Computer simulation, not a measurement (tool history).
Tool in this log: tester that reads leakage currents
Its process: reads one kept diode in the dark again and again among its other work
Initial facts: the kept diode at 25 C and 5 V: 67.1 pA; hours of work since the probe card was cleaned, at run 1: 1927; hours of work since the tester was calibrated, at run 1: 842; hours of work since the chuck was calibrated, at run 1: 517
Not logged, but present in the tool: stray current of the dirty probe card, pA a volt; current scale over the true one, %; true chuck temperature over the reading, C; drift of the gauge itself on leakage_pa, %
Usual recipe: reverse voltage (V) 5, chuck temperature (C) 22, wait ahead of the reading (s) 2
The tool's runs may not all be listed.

run,day,reverse voltage (V),chuck temperature (C),wait ahead of the reading (s),hours of work since the probe card was cleaned,hours of work since the tester was calibrated,hours of work since the chuck was calibrated,current that the tester gives (pA)
1,0,5,22,2,1927,842,517,54.37
2,1.546,5,34,2,1951,866,541,127.99
3,2.912,2.48,34,2,1972,887,563,88.03
4,4.358,2.48,34,2,1995,910,586,87.9
5,6.012,2.48,34,2,2021,936,612,88.71
6,7.275,4.83,34,2,2041,956,631,124.47
7,9.004,4.83,32,2,2068,983,659,109.38
8,10.175,3.55,36,2,2087,1002,677,121.61
# day 10.912: chuck's temperature calibrated
9,11.321,4.02,43,0.62,2103,1018,6,208.07
# day 12.546: probe card cleaned and baked
10,12.708,7.26,47,2.6,3,1038,26,366.22
11,13.954,1.73,24,0.82,22,1058,46,36.15
12,14.712,1.73,52,1.92,34,1070,58,236.24
13,15.754,7.04,39,1.46,51,1086,74,215.35
14,16.667,5,52,2,65,1100,89,414.2

Each row is a separate what-if for the run after 14, all from the same tool condition, not one after another. Results?
A,17.392,11.15,30,1.43,76,1112,100,?
B,17.392,5,22,2.25,76,1112,100,?
C,17.392,5,29,2.08,76,1112,100,?

run,current that the tester gives (pA)
A,147.81
B,54.43
C,90.51
Without the tool's unlogged condition, the same runs would have read:
run,current that the tester gives (pA)
A,147.8
B,54.42
C,90.51
